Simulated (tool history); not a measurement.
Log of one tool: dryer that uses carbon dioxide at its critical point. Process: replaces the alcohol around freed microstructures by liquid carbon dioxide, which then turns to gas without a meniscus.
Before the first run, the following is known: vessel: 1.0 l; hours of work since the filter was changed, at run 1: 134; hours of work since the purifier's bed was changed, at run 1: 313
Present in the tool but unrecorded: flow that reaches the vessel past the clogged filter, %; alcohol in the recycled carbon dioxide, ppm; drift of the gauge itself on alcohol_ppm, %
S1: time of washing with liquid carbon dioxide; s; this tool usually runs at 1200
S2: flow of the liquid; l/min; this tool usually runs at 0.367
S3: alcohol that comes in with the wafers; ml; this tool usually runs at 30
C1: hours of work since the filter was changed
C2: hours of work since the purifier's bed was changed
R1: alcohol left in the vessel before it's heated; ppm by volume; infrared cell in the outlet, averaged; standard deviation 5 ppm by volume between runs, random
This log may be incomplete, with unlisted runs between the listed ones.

Run 1, day 0: usual settings; C1 134; C2 313. Result: R1 58 ppm by volume.
Run 2, day 0.529: usual settings; C1 140; C2 319. Result: R1 55 ppm by volume.
Run 3, day 1.133: usual settings but S2 0.52 l/min; C1 147; C2 327. Result: R1 35 ppm by volume.
Run 4, day 1.65: usual settings but S2 0.52 l/min; C1 153; C2 333. Result: R1 26 ppm by volume.
Run 5, day 2.138: usual settings but S2 0.52 l/min; C1 159; C2 339. Result: R1 35 ppm by volume.
Run 6, day 2.721: usual settings; C1 166; C2 346. Result: R1 58 ppm by volume.
Run 7, day 3.033: usual settings; C1 170; C2 349. Result: R1 58 ppm by volume.
Run 8, day 3.396: usual settings but S1 720 s; C1 174; C2 354. Result: R1 536 ppm by volume.
Run 9, day 4.033: usual settings; C1 182; C2 361. Result: R1 59 ppm by volume.
Run 10, day 4.517: usual settings but S2 0.25 l/min; C1 188; C2 367. Result: R1 319 ppm by volume.
Run 11, day 4.967: usual settings but S2 0.25 l/min; C1 193; C2 373. Result: R1 315 ppm by volume.
Run 12, day 5.5: usual settings but S1 840 s, S2 0.4 l/min, S3 74 ml; C1 200; C2 379. Result: R1 442 ppm by volume.
Run 13, day 5.942: usual settings but S1 840 s, S2 0.4 l/min, S3 74 ml; C1 205; C2 384. Result: R1 436 ppm by volume.
Run 14, day 6.333: usual settings but S2 0.221 l/min, S3 78 ml; C1 210; C2 389. Result: R1 1317 ppm by volume.
Run 15, day 6.958: usual settings but S2 0.221 l/min, S3 78 ml; C1 217; C2 396. Result: R1 1329 ppm by volume.
Run 16, day 7.279: usual settings but S1 900 s, S3 41 ml; C1 221; C2 400. Result: R1 285 ppm by volume.
Run 17, day 7.812: usual settings but S1 900 s, S3 41 ml; C1 228; C2 407. Result: R1 296 ppm by volume.
Run 18, day 8.092: usual settings but S1 900 s, S2 0.398 l/min, S3 40 ml; C1 231; C2 410. Result: R1 200 ppm by volume.
Run 19, day 8.567: usual settings but S1 900 s, S2 0.398 l/min, S3 40 ml; C1 237; C2 416. Result: R1 191 ppm by volume.
Run 20, day 9.033: usual settings but S2 0.234 l/min; C1 242; C2 421. Result: R1 440 ppm by volume.
Run 21, day 9.317: usual settings but S2 0.234 l/min; C1 246; C2 425. Result: R1 449 ppm by volume.
At day 9.846: inlet filter changed.
Run 22, day 9.912: usual settings but S1 780 s, S2 0.231 l/min, S3 55 ml; C1 1; C2 431. Result: R1 2805 ppm by volume.

5 options for the next run, each taken on its own from the tool as it stands now. Forecast them:
Run A, day 10.312: usual settings but S2 0.393 l/min, S3 24 ml; C1 6; C2 436. Result: R1 ?.
Run B, day 10.312: usual settings but S2 0.231 l/min, S3 55 ml; C1 6; C2 436. Result: R1 ?.
Run C, day 10.312: usual settings but S1 1320 s, S2 0.561 l/min, S3 22 ml; C1 6; C2 436. Result: R1 ?.
Run D, day 10.312: usual settings but S1 780 s, S2 0.231 l/min, S3 21 ml; C1 6; C2 436. Result: R1 ?.
Run E, day 10.312: usual settings but S1 780 s, S2 0.314 l/min, S3 55 ml; C1 6; C2 436. Result: R1 ?.

run    R1
  A    46
  B   595
  C    38
  D  1096
  E   987
Without the tool's unlogged condition, the same runs would have read:
run    R1
  A    13
  B   554
  C     4
  D  1055
  E   944
